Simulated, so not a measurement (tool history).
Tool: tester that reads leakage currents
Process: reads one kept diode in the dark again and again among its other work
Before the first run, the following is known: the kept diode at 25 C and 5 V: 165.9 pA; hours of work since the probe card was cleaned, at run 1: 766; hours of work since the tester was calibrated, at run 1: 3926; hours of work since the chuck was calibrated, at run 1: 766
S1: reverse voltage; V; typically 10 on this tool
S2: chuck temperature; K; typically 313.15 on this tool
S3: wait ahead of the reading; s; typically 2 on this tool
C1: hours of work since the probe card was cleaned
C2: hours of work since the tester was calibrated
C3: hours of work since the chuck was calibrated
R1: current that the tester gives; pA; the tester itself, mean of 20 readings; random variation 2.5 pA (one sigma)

{"run": 1, "hour": 0.0, "S1": 10, "S2": 313.15, "S3": 2, "C1": 766, "C2": 3926, "C3": 766, "R1": 834.84}
{"run": 2, "hour": 126.9, "S1": 10, "S2": 320.15, "S3": 2, "C1": 851, "C2": 4011, "C3": 851, "R1": 1488.73}
{"hour": 310.0, "done": "chuck's temperature calibrated"}
{"run": 3, "hour": 334.3, "S1": 10, "S2": 320.15, "S3": 2, "C1": 988, "C2": 4148, "C3": 16, "R1": 1480.1}
{"run": 4, "hour": 463.6, "S1": 10, "S2": 313.15, "S3": 2, "C1": 1075, "C2": 4234, "C3": 103, "R1": 839.04}
{"run": 5, "hour": 690.3, "S1": 10, "S2": 313.15, "S3": 2, "C1": 1226, "C2": 4386, "C3": 254, "R1": 837.3}
{"hour": 839.5, "done": "tester calibrated"}
{"run": 6, "hour": 930.8, "S1": 10, "S2": 313.15, "S3": 2, "C1": 1386, "C2": 61, "C3": 414, "R1": 840.44}
{"hour": 977.1, "done": "probe card cleaned and baked"}
{"run": 7, "hour": 1053.3, "S1": 1.7, "S2": 313.15, "S3": 2, "C1": 51, "C2": 141, "C3": 494, "R1": 377.76}
{"run": 8, "hour": 1197.1, "S1": 10, "S2": 296.15, "S3": 2, "C1": 147, "C2": 237, "C3": 590, "R1": 190.06}
{"run": 9, "hour": 1392.2, "S1": 10, "S2": 313.15, "S3": 2, "C1": 278, "C2": 368, "C3": 720, "R1": 841.4}
{"run": 10, "hour": 1613.7, "S1": 10, "S2": 314.15, "S3": 2, "C1": 426, "C2": 516, "C3": 868, "R1": 914.73}
{"hour": 1766.7, "done": "chuck's temperature calibrated"}
{"run": 11, "hour": 1773.5, "S1": 10, "S2": 313.15, "S3": 2, "C1": 531, "C2": 621, "C3": 5, "R1": 838.28}
{"run": 12, "hour": 1929.2, "S1": 10, "S2": 313.15, "S3": 2, "C1": 635, "C2": 725, "C3": 109, "R1": 832.35}
{"run": 13, "hour": 2129.9, "S1": 10, "S2": 313.15, "S3": 2, "C1": 769, "C2": 859, "C3": 243, "R1": 842.12}
{"run": 14, "hour": 2245.3, "S1": 10, "S2": 313.15, "S3": 2, "C1": 847, "C2": 937, "C3": 320, "R1": 841.54}
{"run": 15, "hour": 2394.8, "S1": 10, "S2": 322.15, "S3": 2, "C1": 947, "C2": 1037, "C3": 420, "R1": 1733.45}
{"run": 16, "hour": 2496.5, "S1": 10, "S2": 322.15, "S3": 2, "C1": 1015, "C2": 1105, "C3": 488, "R1": 1734.12}
{"run": 17, "hour": 2732.8, "S1": 10, "S2": 322.15, "S3": 2, "C1": 1173, "C2": 1263, "C3": 646, "R1": 1723.51}
{"run": 18, "hour": 2885.3, "S1": 13.8, "S2": 313.15, "S3": 2, "C1": 1275, "C2": 1365, "C3": 748, "R1": 971.74}
{"hour": 3100.1, "done": "probe card cleaned and baked"}
{"run": 19, "hour": 3118.1, "S1": 13.8, "S2": 313.15, "S3": 0.34, "C1": 12, "C2": 1518, "C3": 902, "R1": 973.17}
{"hour": 3226.3, "done": "chuck's temperature calibrated"}
{"run": 20, "hour": 3254.2, "S1": 13.8, "S2": 313.15, "S3": 0.34, "C1": 102, "C2": 1608, "C3": 19, "R1": 977.83}
{"run": 21, "hour": 3483.4, "S1": 13.8, "S2": 313.15, "S3": 0.34, "C1": 255, "C2": 1761, "C3": 172, "R1": 978.05}
{"run": 22, "hour": 3670.6, "S1": 3, "S2": 310.15, "S3": 1.94, "C1": 380, "C2": 1886, "C3": 297, "R1": 381.1}
{"run": 23, "hour": 3861.6, "S1": 1.2, "S2": 310.15, "S3": 0.73, "C1": 508, "C2": 2014, "C3": 425, "R1": 249.91}
{"run": 24, "hour": 4098.8, "S1": 6.8, "S2": 301.15, "S3": 4.6, "C1": 666, "C2": 2173, "C3": 583, "R1": 251.25}
{"run": 25, "hour": 4218.7, "S1": 8.8, "S2": 299.15, "S3": 0.87, "C1": 747, "C2": 2253, "C3": 664, "R1": 237.5}
{"run": 26, "hour": 4459.8, "S1": 1.4, "S2": 295.15, "S3": 0.54, "C1": 908, "C2": 2414, "C3": 825, "R1": 71.51}
{"run": 27, "hour": 4573.5, "S1": 2.8, "S2": 295.15, "S3": 0.54, "C1": 984, "C2": 2490, "C3": 901, "R1": 98.92}
{"hour": 4677.2, "done": "chuck's temperature calibrated"}
{"run": 28, "hour": 4721.5, "S1": 2.8, "S2": 295.15, "S3": 0.54, "C1": 1081, "C2": 2588, "C3": 30, "R1": 96.98}
{"run": 29, "hour": 4920.4, "S1": 12.2, "S2": 295.15, "S3": 1.18, "C1": 1214, "C2": 2721, "C3": 163, "R1": 190.56}
{"run": 30, "hour": 5144.9, "S1": 1.9, "S2": 313.15, "S3": 2, "C1": 1365, "C2": 2871, "C3": 313, "R1": 397.26}
{"hour": 5228.6, "done": "probe card cleaned and baked"}
{"run": 31, "hour": 5326.8, "S1": 1.9, "S2": 301.15, "S3": 9.18, "C1": 66, "C2": 2990, "C3": 432, "R1": 141.15}
{"run": 32, "hour": 5436.0, "S1": 1.1, "S2": 315.15, "S3": 6.21, "C1": 139, "C2": 3063, "C3": 505, "R1": 365.13}
{"run": 33, "hour": 5577.1, "S1": 1.1, "S2": 315.15, "S3": 6.21, "C1": 233, "C2": 3158, "C3": 600, "R1": 365.16}
{"run": 34, "hour": 5747.3, "S1": 10, "S2": 311.15, "S3": 2, "C1": 347, "C2": 3272, "C3": 714, "R1": 709.28}
{"run": 35, "hour": 5975.8, "S1": 10, "S2": 313.15, "S3": 3.02, "C1": 500, "C2": 3424, "C3": 866, "R1": 837.44}
{"hour": 6137.0, "done": "chuck's temperature calibrated"}
{"run": 36, "hour": 6151.3, "S1": 10, "S2": 313.15, "S3": 3.02, "C1": 616, "C2": 3540, "C3": 10, "R1": 841.67}
{"run": 37, "hour": 6283.2, "S1": 10, "S2": 309.15, "S3": 4.9, "C1": 704, "C2": 3628, "C3": 98, "R1": 602}
{"run": 38, "hour": 6397.7, "S1": 10.5, "S2": 306.15, "S3": 2.15, "C1": 780, "C2": 3705, "C3": 174, "R1": 473.83}
{"run": 39, "hour": 6617.9, "S1": 10.5, "S2": 306.15, "S3": 2.15, "C1": 928, "C2": 3852, "C3": 322, "R1": 472.67}

Here are 3 independent what-if runs from the current tool condition. What would each one return?
{"run": "A", "hour": 6786.4, "S1": 4.1, "S2": 309.15, "S3": 2.15, "C1": 1040, "C2": 3965, "C3": 434, "R1": "?"}
{"run": "B", "hour": 6786.4, "S1": 13.8, "S2": 324.15, "S3": 0.37, "C1": 1040, "C2": 3965, "C3": 434, "R1": "?"}
{"run": "C", "hour": 6786.4, "S1": 15.2, "S2": 306.15, "S3": 2.15, "C1": 1040, "C2": 3965, "C3": 434, "R1": "?"}

run=A R1=402.3
run=B R1=2357.88
run=C R1=562.82
Had the tool no hidden state, the same runs would have come out as:
run=A R1=401.99
run=B R1=2356.27
run=C R1=562.3
